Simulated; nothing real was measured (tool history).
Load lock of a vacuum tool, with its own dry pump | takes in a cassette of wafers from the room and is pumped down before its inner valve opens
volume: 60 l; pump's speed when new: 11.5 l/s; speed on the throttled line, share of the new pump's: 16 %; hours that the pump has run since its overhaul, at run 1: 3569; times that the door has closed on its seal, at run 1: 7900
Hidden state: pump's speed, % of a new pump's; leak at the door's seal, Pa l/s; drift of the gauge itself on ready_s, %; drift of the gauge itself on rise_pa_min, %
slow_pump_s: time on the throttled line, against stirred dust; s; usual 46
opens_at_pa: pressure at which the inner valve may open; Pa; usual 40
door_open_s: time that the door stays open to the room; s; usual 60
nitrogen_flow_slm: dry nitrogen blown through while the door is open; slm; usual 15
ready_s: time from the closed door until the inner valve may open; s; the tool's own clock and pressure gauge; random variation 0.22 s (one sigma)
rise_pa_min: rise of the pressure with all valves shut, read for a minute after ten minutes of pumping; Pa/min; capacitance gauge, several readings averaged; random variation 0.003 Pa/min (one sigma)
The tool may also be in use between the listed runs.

run	day	slow_pump_s	opens_at_pa	door_open_s	nitrogen_flow_slm	hours that the pump has run since its overhaul	times that the door has closed on its seal	incoming humidity of the room's air, %	ready_s	rise_pa_min
1	0.000	46	40	60	15	3569	7900	44.0	81.6	0.052
2	7.738	46	40	60	15	3755	8623	47.5	81.2	0.049
3	11.833	46	40	60	15	3853	9006	41.9	81.5	0.049
4	16.438	46	40	60	15	3964	9437	44.7	81.4	0.054
5	25.167	46	40	60	15	4173	10254	44.0	81.3	0.055
6	33.767	46	40	60	15	4380	11058	43.9	81.9	0.052
7	40.396	46	40	60	15	4539	11678	44.0	81.8	0.054
8	44.538	46	40	60	15	4638	12066	44.5	81.8	0.057
9	52.317	46	40	60	15	4825	12793	44.3	81.8	0.058
10	60.317	46	40	60	15	5017	13542	46.5	81.5	0.060
11	68.308	46	40	60	15	5209	14289	43.2	82.2	0.064
12	76.558	27	40	60	15	5407	15061	43.2	66.5	0.066
13	84.367	27	40	60	15	5594	15792	47.2	66.3	0.065
14	88.908	46	45	60	15	5703	16216	45.6	81.5	0.066
15	93.700	46	40	60	5	5818	16664	44.0	81.9	0.080
16	97.758	46	40	60	5	5915	17044	44.7	82.4	0.085
17	101.967	46	40	60	5	6016	17438	45.4	82.8	0.086
18	106.767	46	40	60	5	6132	17887	47.3	82.7	0.088
19	112.004	46	40	60	31	6257	18377	45.2	82.5	0.061
20	121.058	46	40	65	15	6475	19224	47.0	82.8	0.079
21	129.658	46	40	65	15	6681	20028	49.0	83.0	0.079
22	137.912	46	40	65	15	6879	20800	43.2	83.5	0.079
23	142.858	46	40	65	15	6998	21263	43.4	82.6	0.076
24	150.221	46	40	65	15	7175	21952	45.8	82.9	0.081
25	158.929	41	62	60	12	7384	22766	42.8	76.4	0.081
26	167.108	29	31	28	7	7580	23531	44.8	70.6	0.068
27	172.288	29	31	28	7	7704	24016	44.7	70.8	0.076
28	179.492	29	31	28	7	7877	24690	45.3	70.5	0.071
29	184.988	29	31	28	7	8009	25204	50.8	71.0	0.081
30	193.608	29	31	28	7	8216	26010	44.9	70.8	0.079
31	199.588	29	31	28	7	8359	26569	47.0	70.5	0.080
32	205.283	29	52	235	7	8496	27102	43.7	68.2	0.185
33	213.692	29	52	235	7	8698	27889	46.5	68.3	0.199
34	222.346	29	52	235	7	8906	28699	47.4	68.3	0.210
35	231.162	46	71	37	15	9117	29523	43.2	80.2	0.087
36	235.462	46	71	37	15	9220	29925	46.9	80.5	0.091

5 ways to go on from here, each from the tool as it stands after run 36. What would each give?
A	240.767	25	29	37	22	9348	30422	44.3	?	?
B	240.767	28	40	230	15	9348	30422	48.5	?	?
C	240.767	46	34	91	6	9348	30422	41.1	?	?
D	240.767	46	33	37	5	9348	30422	44.4	?	?
E	240.767	80	70	37	16	9348	30422	43.8	?	?

run	ready_s	rise_pa_min
A	68.6	0.082
B	69.2	0.180
C	85.4	0.128
D	85.3	0.104
E	108.9	0.088
Without the tool's hidden state the same runs would have given:
run	ready_s	rise_pa_min
A	63.7	0.021
B	64.6	0.117
C	81.0	0.066
D	80.9	0.041
E	105.7	0.026
